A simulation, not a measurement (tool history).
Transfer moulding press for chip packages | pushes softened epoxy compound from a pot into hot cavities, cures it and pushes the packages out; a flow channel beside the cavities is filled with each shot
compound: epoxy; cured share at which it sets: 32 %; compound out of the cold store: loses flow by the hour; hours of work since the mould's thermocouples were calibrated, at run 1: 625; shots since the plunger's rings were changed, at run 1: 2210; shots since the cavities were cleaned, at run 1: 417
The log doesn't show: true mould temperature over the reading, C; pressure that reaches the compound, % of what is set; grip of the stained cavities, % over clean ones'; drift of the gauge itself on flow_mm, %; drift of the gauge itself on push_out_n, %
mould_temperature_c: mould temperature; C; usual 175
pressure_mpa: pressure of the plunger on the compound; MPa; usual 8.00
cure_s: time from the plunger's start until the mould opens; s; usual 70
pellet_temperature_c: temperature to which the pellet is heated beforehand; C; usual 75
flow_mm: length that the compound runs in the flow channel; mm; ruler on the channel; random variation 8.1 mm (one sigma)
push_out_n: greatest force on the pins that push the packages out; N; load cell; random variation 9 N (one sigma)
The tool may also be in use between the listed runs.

run	hour	mould_temperature_c	pressure_mpa	cure_s	pellet_temperature_c	hours of work since the mould's thermocouples were calibrated	shots since the plunger's rings were changed	shots since the cavities were cleaned	incoming compound's hours out of the cold store	flow_mm	push_out_n
1	0.0	175	8.00	70	75	625	2210	417	47.6	862	662
# hour 8.5: cavities cleaned with cleaning compound and waxed
# hour 43.3: cavities cleaned with cleaning compound and waxed
2	59.8	175	8.00	70	75	661	3053	245	8.2	974	630
# hour 79.2: cavities cleaned with cleaning compound and waxed
# hour 110.2: cavities cleaned with cleaning compound and waxed
3	119.2	175	8.00	70	75	697	3891	133	16.8	941	541
# hour 137.4: plunger's sealing rings changed
# hour 145.8: cavities cleaned with cleaning compound and waxed
4	164.3	175	8.00	70	75	724	376	275	8.5	1029	691
# hour 176.6: cavities cleaned with cleaning compound and waxed
# hour 211.2: cavities cleaned with cleaning compound and waxed
# hour 243.2: cavities cleaned with cleaning compound and waxed
5	253.1	175	8.00	57	75	777	1628	148	40.7	881	846
# hour 274.8: cavities cleaned with cleaning compound and waxed
# hour 306.1: cavities cleaned with cleaning compound and waxed
# hour 327.0: mould's thermocouples calibrated
# hour 340.5: cavities cleaned with cleaning compound and waxed
6	344.7	175	8.00	57	75	10	2892	63	10.2	975	755
# hour 374.1: cavities cleaned with cleaning compound and waxed
# hour 404.9: cavities cleaned with cleaning compound and waxed
7	404.9	175	8.00	57	75	47	3741	0	24.1	903	649
# hour 433.1: plunger's sealing rings changed
# hour 439.1: cavities cleaned with cleaning compound and waxed
# hour 470.9: cavities cleaned with cleaning compound and waxed
8	470.9	173	8.00	70	75	85	516	0	26.3	957	463
# hour 506.4: cavities cleaned with cleaning compound and waxed
# hour 536.9: cavities cleaned with cleaning compound and waxed
9	543.7	175	8.00	70	69	130	1552	100	24.3	940	515
# hour 569.1: cavities cleaned with cleaning compound and waxed
# hour 602.5: cavities cleaned with cleaning compound and waxed
10	610.1	175	8.00	70	69	170	2494	113	11.0	971	505
# hour 633.6: cavities cleaned with cleaning compound and waxed
# hour 664.4: cavities cleaned with cleaning compound and waxed
11	692.3	175	8.22	70	69	221	3671	415	30.9	904	642
# hour 700.9: cavities cleaned with cleaning compound and waxed
# hour 723.5: plunger's sealing rings changed
# hour 733.9: cavities cleaned with cleaning compound and waxed
12	742.3	175	6.26	70	69	249	256	124	34.8	822	525
# hour 767.4: cavities cleaned with cleaning compound and waxed
# hour 804.0: cavities cleaned with cleaning compound and waxed
13	805.4	175	8.01	70	83	288	1150	22	29.0	924	436
# hour 835.0: cavities cleaned with cleaning compound and waxed
# hour 866.1: cavities cleaned with cleaning compound and waxed
14	868.4	175	6.63	60	84	326	2040	34	35.7	800	574
# hour 901.9: cavities cleaned with cleaning compound and waxed
15	923.9	181	6.63	57	71	360	2843	328	13.4	853	682
# hour 933.7: cavities cleaned with cleaning compound and waxed
# hour 967.0: cavities cleaned with cleaning compound and waxed
16	977.4	181	6.63	57	66	393	3592	155	33.1	778	550
# hour 997.6: cavities cleaned with cleaning compound and waxed
# hour 1018.9: plunger's sealing rings changed
# hour 1036.3: cavities cleaned with cleaning compound and waxed
17	1054.9	175	8.61	70	70	439	512	275	29.4	980	612
# hour 1073.3: cavities cleaned with cleaning compound and waxed
# hour 1106.4: cavities cleaned with cleaning compound and waxed
# hour 1136.4: cavities cleaned with cleaning compound and waxed
18	1144.7	167	6.16	70	75	493	1780	124	17.1	878	874
# hour 1168.6: cavities cleaned with cleaning compound and waxed
# hour 1200.7: cavities cleaned with cleaning compound and waxed
19	1200.7	167	6.87	70	75	527	2567	0	31.0	875	712
# hour 1230.8: cavities cleaned with cleaning compound and waxed
# hour 1263.3: cavities cleaned with cleaning compound and waxed
20	1282.0	183	6.64	93	73	577	3729	277	36.8	780	438
# hour 1297.8: cavities cleaned with cleaning compound and waxed
# hour 1312.2: plunger's sealing rings changed
# hour 1331.6: cavities cleaned with cleaning compound and waxed
# hour 1361.9: cavities cleaned with cleaning compound and waxed
21	1361.9	175	7.83	81	75	623	693	0	25.2	954	380
# hour 1392.5: cavities cleaned with cleaning compound and waxed
22	1401.6	175	7.83	81	75	648	1261	135	16.8	976	440
# hour 1424.6: cavities cleaned with cleaning compound and waxed
# hour 1458.7: cavities cleaned with cleaning compound and waxed
23	1475.7	175	7.83	81	75	693	2316	252	39.5	873	479
# hour 1490.9: cavities cleaned with cleaning compound and waxed
# hour 1522.4: cavities cleaned with cleaning compound and waxed
# hour 1555.2: cavities cleaned with cleaning compound and waxed
24	1566.5	175	6.61	79	75	748	3598	169	28.4	801	475

3 ways to go on from here, each from the tool as it stands after run 24. What would each give?
# hour 1586.1: cavities cleaned with cleaning compound and waxed
# hour 1605.0: plunger's sealing rings changed
# hour 1620.9: cavities cleaned with cleaning compound and waxed
A	1630.2	176	8.00	108	68	785	352	139	41.4	?	?
# hour 1586.1: cavities cleaned with cleaning compound and waxed
# hour 1605.0: plunger's sealing rings changed
# hour 1620.9: cavities cleaned with cleaning compound and waxed
B	1630.2	168	7.22	101	75	785	352	139	32.6	?	?
# hour 1586.1: cavities cleaned with cleaning compound and waxed
# hour 1605.0: plunger's sealing rings changed
# hour 1620.9: cavities cleaned with cleaning compound and waxed
C	1630.2	175	6.54	70	75	785	352	139	26.9	?	?

run	flow_mm	push_out_n
A	898	402
B	924	450
C	865	535
Without the tool's hidden state the same runs would have given:
run	flow_mm	push_out_n
A	899	326
B	925	351
C	866	399

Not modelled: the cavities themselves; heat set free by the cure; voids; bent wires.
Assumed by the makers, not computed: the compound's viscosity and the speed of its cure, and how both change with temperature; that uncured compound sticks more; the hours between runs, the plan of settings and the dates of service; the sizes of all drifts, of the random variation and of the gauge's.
